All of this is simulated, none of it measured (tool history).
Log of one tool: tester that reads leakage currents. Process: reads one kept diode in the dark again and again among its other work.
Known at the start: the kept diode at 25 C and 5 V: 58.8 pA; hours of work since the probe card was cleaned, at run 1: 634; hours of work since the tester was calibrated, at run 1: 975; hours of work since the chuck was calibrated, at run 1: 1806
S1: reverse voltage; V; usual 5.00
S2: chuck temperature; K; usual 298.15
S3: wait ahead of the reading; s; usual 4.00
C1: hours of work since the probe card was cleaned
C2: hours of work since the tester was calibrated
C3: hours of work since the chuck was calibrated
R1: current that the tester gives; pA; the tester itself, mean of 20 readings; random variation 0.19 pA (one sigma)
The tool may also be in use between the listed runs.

| run | hour | S1 | S2 | S3 | C1 | C2 | C3 | R1 |
|---|---|---|---|---|---|---|---|---|
| 1 | 0.0 | 5.00 | 298.15 | 4.00 | 634 | 975 | 1806 | 56.59 |
| 2 | 50.1 | 5.00 | 298.15 | 4.00 | 669 | 1009 | 1841 | 56.98 |
| 3 | 75.5 | 5.00 | 298.15 | 4.00 | 686 | 1027 | 1858 | 56.59 |
| 4 | 115.0 | 5.00 | 298.15 | 0.74 | 714 | 1055 | 1886 | 58.80 |
| 5 | 139.3 | 5.00 | 298.15 | 0.74 | 731 | 1072 | 1903 | 59.22 |
| 6 | 173.6 | 5.00 | 298.15 | 0.74 | 755 | 1095 | 1927 | 59.12 |
| 7 | 209.6 | 5.00 | 298.15 | 1.46 | 780 | 1121 | 1952 | 57.97 |
| 8 | 253.2 | 5.00 | 298.15 | 1.46 | 810 | 1151 | 1982 | 58.02 |
| 9 | 279.6 | 5.00 | 298.15 | 4.00 | 828 | 1169 | 2000 | 57.11 |
| 10 | 320.5 | 2.02 | 298.15 | 4.00 | 857 | 1198 | 2029 | 38.37 |
|  | 338.3 | chuck's temperature calibrated |
| 11 | 347.6 | 2.02 | 298.15 | 4.00 | 874 | 1215 | 6 | 42.31 |
| 12 | 369.7 | 5.00 | 298.15 | 4.00 | 890 | 1231 | 22 | 62.84 |
| 13 | 396.2 | 5.00 | 298.15 | 4.00 | 908 | 1249 | 40 | 63.11 |
| 14 | 421.5 | 5.00 | 298.15 | 2.45 | 926 | 1267 | 58 | 63.27 |
| 15 | 463.4 | 5.00 | 298.15 | 0.78 | 955 | 1296 | 87 | 65.29 |
| 16 | 502.1 | 5.00 | 298.15 | 0.78 | 982 | 1323 | 114 | 65.48 |
| 17 | 535.3 | 5.00 | 298.15 | 0.78 | 1005 | 1346 | 137 | 65.21 |
| 18 | 581.7 | 5.00 | 298.15 | 0.78 | 1037 | 1378 | 169 | 65.33 |
| 19 | 604.0 | 5.00 | 298.15 | 4.00 | 1053 | 1394 | 185 | 63.33 |
| 20 | 647.3 | 5.00 | 298.15 | 4.00 | 1083 | 1424 | 215 | 63.46 |
| 21 | 698.9 | 5.00 | 308.15 | 8.42 | 1119 | 1460 | 251 | 141.99 |
| 22 | 729.3 | 3.65 | 327.15 | 2.48 | 1140 | 1481 | 272 | 526.21 |
| 23 | 754.7 | 16.23 | 324.15 | 4.00 | 1158 | 1499 | 290 | 782.66 |
| 24 | 794.8 | 16.23 | 324.15 | 4.00 | 1186 | 1527 | 318 | 786.11 |
| 25 | 820.0 | 4.54 | 294.15 | 1.33 | 1203 | 1544 | 335 | 45.13 |
| 26 | 841.8 | 4.54 | 294.15 | 1.33 | 1219 | 1559 | 351 | 44.94 |
| 27 | 870.1 | 4.54 | 294.15 | 1.33 | 1238 | 1579 | 370 | 44.83 |
| 28 | 920.8 | 4.54 | 294.15 | 1.33 | 1274 | 1614 | 406 | 45.42 |
| 29 | 950.1 | 1.75 | 315.15 | 1.02 | 1294 | 1635 | 426 | 157.87 |
| 30 | 971.2 | 1.75 | 315.15 | 1.02 | 1309 | 1649 | 441 | 158.19 |
| 31 | 1003.5 | 8.21 | 332.15 | 1.02 | 1331 | 1672 | 463 | 1055.24 |
| 32 | 1044.1 | 8.21 | 329.15 | 0.73 | 1359 | 1700 | 491 | 847.09 |
| 33 | 1089.7 | 1.13 | 311.15 | 0.73 | 1391 | 1732 | 523 | 96.10 |
| 34 | 1124.1 | 8.73 | 293.15 | 2.85 | 1415 | 1756 | 547 | 58.02 |
| 35 | 1155.9 | 17.17 | 317.15 | 0.38 | 1437 | 1778 | 569 | 495.00 |
| 36 | 1185.5 | 3.64 | 305.15 | 4.00 | 1458 | 1799 | 590 | 96.96 |
| 37 | 1216.6 | 4.59 | 312.15 | 4.00 | 1479 | 1820 | 612 | 185.03 |
| 38 | 1248.6 | 1.64 | 325.15 | 8.98 | 1502 | 1843 | 634 | 324.71 |
| 39 | 1283.3 | 13.17 | 306.15 | 4.00 | 1526 | 1867 | 658 | 186.07 |

The same runs without the tool's hidden state, with the same run-to-run variation:
The hidden state here: stray current of the dirty probe card, pA a volt; current scale over the true one, %; true chuck temperature over the reading, C; drift of the gauge itself on leakage_pa, %.
| run | R1 |
|---|---|
| 1 | 59.34 |
| 2 | 59.67 |
| 3 | 59.23 |
| 4 | 61.37 |
| 5 | 61.77 |
| 6 | 61.61 |
| 7 | 60.42 |
| 8 | 60.40 |
| 9 | 59.45 |
| 10 | 41.15 |
| 11 | 41.02 |
| 12 | 59.22 |
| 13 | 59.44 |
| 14 | 59.58 |
| 15 | 61.51 |
| 16 | 61.64 |
| 17 | 61.35 |
| 18 | 61.42 |
| 19 | 59.39 |
| 20 | 59.47 |
| 21 | 139.47 |
| 22 | 532.01 |
| 23 | 780.03 |
| 24 | 783.97 |
| 25 | 41.00 |
| 26 | 40.79 |
| 27 | 40.65 |
| 28 | 41.10 |
| 29 | 160.01 |
| 30 | 160.40 |
| 31 | 1071.48 |
| 32 | 859.34 |
| 33 | 97.73 |
| 34 | 48.03 |
| 35 | 486.51 |
| 36 | 95.37 |
| 37 | 185.19 |
| 38 | 333.54 |
| 39 | 173.73 |
